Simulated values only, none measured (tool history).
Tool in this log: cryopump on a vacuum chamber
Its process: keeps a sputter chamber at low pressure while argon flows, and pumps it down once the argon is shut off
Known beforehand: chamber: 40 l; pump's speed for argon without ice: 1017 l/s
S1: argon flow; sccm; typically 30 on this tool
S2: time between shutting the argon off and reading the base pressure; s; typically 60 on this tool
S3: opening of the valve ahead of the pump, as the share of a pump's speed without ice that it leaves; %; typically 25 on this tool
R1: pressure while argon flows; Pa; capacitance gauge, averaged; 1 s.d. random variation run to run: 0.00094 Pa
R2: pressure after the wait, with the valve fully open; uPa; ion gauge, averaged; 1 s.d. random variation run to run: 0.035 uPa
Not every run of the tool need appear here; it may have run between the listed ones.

run,hour,S1,S2,S3,R1,R2
1,0,30,60,25,0.2034,4.58
2,70.6,30,60,25,0.202,4.87
3,164.1,30,60,25,0.2045,4.89
4,227.4,30,60,25,0.2037,4.87
5,282.8,30,60,25,0.2035,4.94
6,335.8,30,60,25,0.2046,4.93
7,449.2,30,293,25,0.2058,3.82
8,511.9,30,31,25,0.2052,6.49
9,601.8,30,31,25,0.2039,6.52
10,661.6,30,60,17,0.3004,5.36
11,735.8,30,60,25,0.2081,5.47
12,812.7,30,60,25,0.2064,5.54
13,906.3,30,60,25,0.2078,5.65
# hour 1010.6: pump warmed up, emptied and cooled again
14,1013.6,24,39,25,0.1604,6.1
15,1111.7,48,190,16,0.5025,4.26
16,1167.8,15,23,42,0.0611,8.07
17,1220.6,15,23,42,0.061,7.81
18,1276.6,15,23,42,0.0618,8.25
19,1372.3,54,23,50,0.1863,8.16
20,1431.9,50,35,58,0.1492,6.7
21,1478.7,14,25,25,0.0951,7.91
22,1552,30,43,25,0.2038,6.55
23,1657.4,30,43,25,0.2049,6.61
24,1724,30,43,25,0.2071,6.64
# hour 1792.3: leaking fittings of the chamber tightened, without venting
25,1793.9,12,47,25,0.0816,2.37
26,1841.5,12,47,25,0.0828,2.47

Forecast each of these 4 alternatives for the next run:
A,1920.4,14,60,48,?,?
B,1920.4,30,195,34,?,?
C,1920.4,29,271,25,?,?
D,1920.4,37,29,26,?,?

run,R1,R2
A,0.0511,2.02
B,0.1532,0.97
C,0.1984,0.78
D,0.245,3.81
With no hidden state in the tool, these same runs would have given:
run,R1,R2
A,0.0479,1.86
B,0.1463,0.82
C,0.1918,0.63
D,0.2365,3.66
